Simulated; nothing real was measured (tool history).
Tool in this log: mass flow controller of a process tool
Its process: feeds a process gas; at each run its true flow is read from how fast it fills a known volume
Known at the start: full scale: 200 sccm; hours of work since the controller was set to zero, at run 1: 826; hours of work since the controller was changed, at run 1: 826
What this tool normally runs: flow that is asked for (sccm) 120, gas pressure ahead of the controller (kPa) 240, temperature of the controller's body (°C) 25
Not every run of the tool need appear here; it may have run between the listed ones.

run	hour	flow that is asked for (sccm)	gas pressure ahead of the controller (kPa)	temperature of the controller's body (°C)	hours of work since the controller was set to zero	hours of work since the controller was changed	true flow (%)
1	0	120	240	25	826	826	99.33
2	129.5	110	240	25	879	879	99.35
3	228.8	110	240	25	920	920	99.29
4	289.7	120	240	25	945	945	99.41
5	400.7	120	240	25	990	990	99.3
6	474.6	120	240	25	1021	1021	99.25
7	569.1	120	256	25	1059	1059	99.3
8	631.3	24	256	25	1085	1085	99.91
9	740.4	24	256	25	1130	1130	100.14
10	834.3	24	256	25	1168	1168	100.23
11	939.4	120	240	25	1211	1211	99.22
12	1062.7	99	240	25	1262	1262	99.18
13	1157.7	120	240	25	1301	1301	99.01
14	1261.2	120	240	25	1343	1343	99.19
15	1374.3	21	240	25	1390	1390	100.49
16	1470.7	21	240	25	1429	1429	100.56
17	1582.7	21	240	25	1475	1475	100.57
18	1662.8	108	240	25	1508	1508	99.18
19	1767.6	108	240	25	1551	1551	99.03
20	1875.8	108	240	25	1595	1595	99.18
21	1981.2	108	240	25	1639	1639	99.11
22	2057.1	108	240	25	1670	1670	99.14
23	2174.7	22	240	25	1718	1718	100.65
# hour 2186.7: controller's zero set anew
24	2257	22	240	25	29	1751	101.21
25	2359.7	46	263	25	71	1794	99.78
26	2412.8	46	263	25	93	1815	99.76
27	2498.8	120	274	38	128	1851	98.78
28	2621	120	161	27	178	1901	98.94
29	2690	27	240	28	206	1929	100.74
# hour 2754.8: controller's zero set anew, once more
30	2819.8	120	159	25	27	1982	98.62
31	2879.6	114	252	25	51	2007	98.6
32	2971.1	31	240	37	89	2044	97.8
33	3042.4	25	171	29	118	2074	97.93
34	3096.7	45	178	29	140	2096	97.96
35	3199.1	110	159	40	182	2138	97.65
36	3303.7	97	140	26	225	2181	98.32
37	3431.6	41	168	39	278	2233	97.69
38	3521.3	120	263	36	314	2270	98.14
39	3594.7	120	263	36	345	2300	98.13
40	3724.4	120	210	22	398	2353	98.57
41	3808.1	22	252	25	432	2388	98.55
42	3913.5	22	252	25	475	2431	98.68
43	3996.7	120	200	33	509	2465	98.16
44	4079.1	26	240	38	543	2499	98.04
45	4136.1	26	240	38	567	2522	98.04
46	4200	26	271	38	593	2548	98.05
47	4303	26	271	38	635	2591	98.02
48	4397.8	91	176	25	674	2630	98.17

What if the next run were any one of these 3? Each begins from the tool's condition after run 48:
A	4481.1	50	142	25	708	2664	?
B	4481.1	22	152	25	708	2664	?
C	4481.1	120	233	25	708	2664	?

run	true flow (%)
A	98.34
B	98.72
C	98.53
Had the tool no hidden state, the same runs would have come out as:
run	true flow (%)
A	99.16
B	98.9
C	99.65
